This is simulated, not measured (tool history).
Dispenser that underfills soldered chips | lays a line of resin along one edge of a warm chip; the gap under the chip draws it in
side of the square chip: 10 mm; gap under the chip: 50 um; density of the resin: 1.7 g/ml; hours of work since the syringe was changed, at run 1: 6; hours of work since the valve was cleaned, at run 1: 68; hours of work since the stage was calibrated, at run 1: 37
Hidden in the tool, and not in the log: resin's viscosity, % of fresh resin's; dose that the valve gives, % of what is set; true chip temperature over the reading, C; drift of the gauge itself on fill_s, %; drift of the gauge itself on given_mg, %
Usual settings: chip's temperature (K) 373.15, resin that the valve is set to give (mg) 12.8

| run | day | chip's temperature (K) | resin that the valve is set to give (mg) | hours of work since the syringe was changed | hours of work since the valve was cleaned | hours of work since the stage was calibrated | time until the resin shows at the far edge (s) | resin that the valve gave (mg) |
|---|---|---|---|---|---|---|---|---|
| 1 | 0.000 | 373.15 | 12.8 | 6 | 68 | 37 | 177.0 | 12.12 |
|  | 0.104 | new syringe of resin |
| 2 | 0.146 | 373.15 | 12.8 | 1 | 70 | 39 | 118.3 | 12.17 |
| 3 | 0.283 | 373.15 | 12.8 | 3 | 73 | 42 | 138.5 | 12.07 |
| 4 | 0.462 | 373.15 | 12.8 | 6 | 76 | 45 | 177.7 | 12.02 |
|  | 0.583 | new syringe of resin |
| 5 | 0.596 | 373.15 | 12.8 | 0 | 78 | 47 | 113.5 | 12.06 |
| 6 | 0.721 | 373.15 | 12.8 | 2 | 80 | 49 | 135.1 | 12.07 |
| 7 | 0.921 | 363.15 | 12.8 | 6 | 83 | 52 | 263.1 | 12.05 |
|  | 1.062 | new syringe of resin |
| 8 | 1.096 | 361.15 | 12.8 | 1 | 86 | 55 | 195.5 | 11.95 |
| 9 | 1.196 | 361.15 | 12.8 | 2 | 88 | 56 | 219.5 | 11.92 |
| 10 | 1.308 | 361.15 | 12.6 | 4 | 90 | 58 | 257.7 | 11.83 |
| 11 | 1.496 | 361.15 | 12.6 | 7 | 93 | 61 | 326.0 | 11.78 |
|  | 1.533 | new syringe of resin |
| 12 | 1.608 | 361.15 | 12.6 | 1 | 94 | 63 | 206.5 | 11.62 |
| 13 | 1.712 | 361.15 | 12.6 | 3 | 96 | 65 | 233.6 | 11.68 |
| 14 | 1.821 | 361.15 | 12.6 | 5 | 98 | 67 | 268.5 | 11.73 |
|  | 2.004 | new syringe of resin |
| 15 | 2.021 | 361.15 | 12.6 | 0 | 101 | 70 | 192.7 | 11.59 |
| 16 | 2.208 | 361.15 | 12.6 | 3 | 104 | 73 | 245.1 | 11.57 |
| 17 | 2.379 | 373.15 | 12.8 | 6 | 107 | 76 | 180.0 | 11.78 |
|  | 2.479 | new syringe of resin |
| 18 | 2.571 | 373.15 | 12.8 | 2 | 110 | 79 | 123.9 | 11.69 |
| 19 | 2.762 | 373.15 | 12.8 | 5 | 113 | 82 | 155.0 | 11.67 |
| 20 | 2.858 | 373.15 | 12.8 | 6 | 115 | 84 | 178.0 | 11.72 |
|  | 2.950 | new syringe of resin |
| 21 | 3.017 | 373.15 | 11.5 | 1 | 117 | 86 | 126.7 | 10.43 |
| 22 | 3.167 | 359.15 | 14.9 | 4 | 120 | 89 | 265.2 | 13.59 |
| 23 | 3.258 | 368.15 | 12.3 | 5 | 121 | 90 | 210.1 | 11.17 |
|  | 3.425 | new syringe of resin |
| 24 | 3.442 | 384.15 | 15.3 | 0 | 124 | 93 | 68.1 | 13.83 |
|  | 3.529 | dispensing valve cleaned and set on the balance |
| 25 | 3.671 | 375.15 | 11.2 | 3 | 2 | 96 | 133.9 | 11.06 |
| 26 | 3.812 | 375.15 | 11.3 | 6 | 5 | 99 | 159.3 | 11.25 |
|  | 3.938 | new syringe of resin |
| 27 | 3.958 | 365.15 | 11.2 | 0 | 7 | 101 | 164.8 | 11.14 |
| 28 | 4.104 | 365.15 | 11.2 | 3 | 9 | 103 | 199.4 | 11.07 |
| 29 | 4.275 | 373.15 | 13.4 | 6 | 12 | 106 | 166.0 | 13.18 |
|  | 4.417 | new syringe of resin |
| 30 | 4.446 | 373.15 | 13.4 | 1 | 15 | 109 | 111.4 | 13.25 |
| 31 | 4.575 | 373.15 | 12.1 | 3 | 17 | 111 | 136.8 | 11.99 |
| 32 | 4.762 | 373.15 | 12.1 | 6 | 20 | 114 | 173.4 | 11.86 |
|  | 4.896 | new syringe of resin |
| 33 | 4.900 | 364.15 | 12.9 | 0 | 22 | 116 | 161.3 | 12.67 |
| 34 | 5.029 | 378.15 | 12.2 | 2 | 25 | 118 | 103.9 | 11.89 |
| 35 | 5.117 | 378.15 | 12.2 | 4 | 26 | 120 | 114.6 | 11.96 |
| 36 | 5.283 | 358.15 | 15.8 | 6 | 29 | 123 | 339.0 | 15.46 |
|  | 5.371 | new syringe of resin |
| 37 | 5.454 | 358.15 | 15.8 | 1 | 32 | 125 | 230.8 | 15.37 |

The same runs without the tool's hidden state, with the same run-to-run variation:
| run | time until the resin shows at the far edge (s) | resin that the valve gave (mg) |
|---|---|---|
| 1 | 109.3 | 12.79 |
| 2 | 108.8 | 12.86 |
| 3 | 107.5 | 12.78 |
| 4 | 110.0 | 12.76 |
| 5 | 109.0 | 12.82 |
| 6 | 110.9 | 12.85 |
| 7 | 167.6 | 12.87 |
| 8 | 185.1 | 12.79 |
| 9 | 183.1 | 12.76 |
| 10 | 186.5 | 12.69 |
| 11 | 186.9 | 12.67 |
| 12 | 184.6 | 12.52 |
| 13 | 183.6 | 12.59 |
| 14 | 184.0 | 12.67 |
| 15 | 184.4 | 12.56 |
| 16 | 185.9 | 12.56 |
| 17 | 110.5 | 12.82 |
| 18 | 109.3 | 12.76 |
| 19 | 107.2 | 12.77 |
| 20 | 109.2 | 12.84 |
| 21 | 112.3 | 11.45 |
| 22 | 198.8 | 14.95 |
| 23 | 138.2 | 12.30 |
| 24 | 66.6 | 15.28 |
| 25 | 104.1 | 11.10 |
| 26 | 103.7 | 11.31 |
| 27 | 158.0 | 11.22 |
| 28 | 159.3 | 11.17 |
| 29 | 107.0 | 13.33 |
| 30 | 106.2 | 13.42 |
| 31 | 110.8 | 12.17 |
| 32 | 111.1 | 12.07 |
| 33 | 161.6 | 12.91 |
| 34 | 88.1 | 12.14 |
| 35 | 87.2 | 12.22 |
| 36 | 210.9 | 15.82 |
| 37 | 209.8 | 15.77 |
